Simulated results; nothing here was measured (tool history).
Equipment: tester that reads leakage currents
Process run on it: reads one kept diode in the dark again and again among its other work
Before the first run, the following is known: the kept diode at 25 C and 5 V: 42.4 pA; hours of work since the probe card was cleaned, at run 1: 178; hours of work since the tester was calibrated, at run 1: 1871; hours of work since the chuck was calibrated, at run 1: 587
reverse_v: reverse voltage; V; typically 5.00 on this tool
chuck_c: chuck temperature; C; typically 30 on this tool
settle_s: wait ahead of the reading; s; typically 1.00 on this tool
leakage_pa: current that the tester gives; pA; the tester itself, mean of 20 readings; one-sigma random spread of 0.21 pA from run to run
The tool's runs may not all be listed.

run	hour	reverse_v	chuck_c	settle_s	hours of work since the probe card was cleaned	hours of work since the tester was calibrated	hours of work since the chuck was calibrated	leakage_pa
1	0.0	5.00	30	1.00	178	1871	587	69.12
2	77.5	5.00	30	1.00	226	1919	635	69.25
3	133.9	5.00	30	3.95	262	1955	671	68.47
4	215.5	5.00	30	1.00	313	2006	722	69.33
5	336.3	5.00	30	8.48	389	2081	797	67.81
6	433.8	5.00	30	1.00	450	2143	859	69.31
7	499.7	5.00	55	1.00	491	2184	900	553.66
8	613.3	5.00	30	1.00	563	2255	971	69.46
9	747.2	5.00	30	1.00	646	2339	1055	69.11
10	860.0	5.00	30	3.44	717	2410	1126	68.13
11	967.1	5.00	28	1.00	784	2477	1193	57.66
12	1050.0	5.00	30	1.00	836	2529	1245	69.21
13	1108.9	5.00	30	1.00	873	2566	1282	68.83
14	1219.3	5.00	30	1.00	943	2635	1351	69.14
15	1340.2	5.00	30	1.00	1018	2711	1427	69.51
16	1422.3	5.00	30	1.47	1070	2763	1479	68.71
17	1541.7	7.87	30	7.05	1145	2837	1553	85.05
18	1629.2	5.00	24	2.82	1200	2892	1608	39.33
19	1693.0	5.00	24	2.82	1240	2932	1648	39.56
20	1787.6	5.35	57	1.82	1299	2992	1708	669.15
# hour 1863.8: tester calibrated
21	1888.4	1.52	57	5.73	1361	15	1770	352.35
22	2001.8	1.52	57	5.73	1432	87	1841	352.52
23	2083.1	1.52	57	5.73	1483	138	1892	351.26
24	2185.5	5.00	30	0.36	1547	202	1956	72.62
25	2284.4	2.25	30	0.36	1609	264	2018	47.32
26	2399.3	2.25	30	0.36	1681	336	2090	47.17
# hour 2486.1: chuck's temperature calibrated
27	2515.4	2.25	30	0.36	1753	407	18	47.48
28	2624.4	8.72	30	0.36	1821	476	87	98.44

Here are 5 independent what-if runs from the current tool condition. What would each one return?
A	2679.3	9.04	30	1.00	1856	510	121	?
B	2679.3	1.62	30	1.00	1856	510	121	?
C	2679.3	5.10	30	2.85	1856	510	121	?
D	2679.3	1.05	52	3.30	1856	510	121	?
E	2679.3	2.07	22	2.41	1856	510	121	?

run	leakage_pa
A	94.86
B	38.77
C	69.33
D	197.98
E	20.68
Had the tool no hidden state, the same runs would have come out as:
run	leakage_pa
A	94.79
B	38.76
C	69.29
D	197.96
E	20.66
